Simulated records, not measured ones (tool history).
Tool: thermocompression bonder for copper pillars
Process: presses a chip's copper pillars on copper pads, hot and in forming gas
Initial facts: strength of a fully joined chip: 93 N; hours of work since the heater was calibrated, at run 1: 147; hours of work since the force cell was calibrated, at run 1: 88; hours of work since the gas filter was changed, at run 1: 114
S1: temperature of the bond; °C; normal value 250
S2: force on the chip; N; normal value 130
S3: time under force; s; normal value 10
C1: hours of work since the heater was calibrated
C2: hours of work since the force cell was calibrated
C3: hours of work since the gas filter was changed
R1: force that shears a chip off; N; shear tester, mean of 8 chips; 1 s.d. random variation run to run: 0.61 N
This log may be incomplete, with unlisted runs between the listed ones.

run,hour,S1,S2,S3,C1,C2,C3,R1
1,0,250,130,10,147,88,114,35.7
2,7.6,250,130,6,152,93,119,29.3
3,17.1,250,145,6,159,100,126,31
4,28.3,250,145,6,167,108,134,32
5,39.9,250,145,6,175,116,142,32.4
6,50.1,250,145,6,183,123,149,33.2
7,59.2,250,145,6,189,130,156,32.8
8,70,250,145,6,197,137,164,34.1
9,75.4,250,145,6,201,141,167,33.1
10,84.2,250,145,6,207,147,174,32.4
11,91.3,250,145,6,212,152,179,32.9
12,99.8,264,130,14,218,159,185,46.1
13,110.3,247,156,7,225,166,192,37.2
14,119.8,269,172,10,232,173,199,56.1

5 options for the next run, each taken on its own from the tool as it stands now. Forecast them:
A,128.1,258,130,10,238,179,205,?
B,128.1,269,172,11,238,179,205,?
C,128.1,236,130,7,238,179,205,?
D,128.1,269,172,19,238,179,205,?
E,128.1,250,91,10,238,179,205,?

run,R1
A,39.2
B,59.9
C,25.7
D,66.7
E,22.7
With the hidden condition removed and each run's random variation left untouched, the same runs would have given:
run,R1
A,39.3
B,60
C,25.8
D,66.9
E,22.7
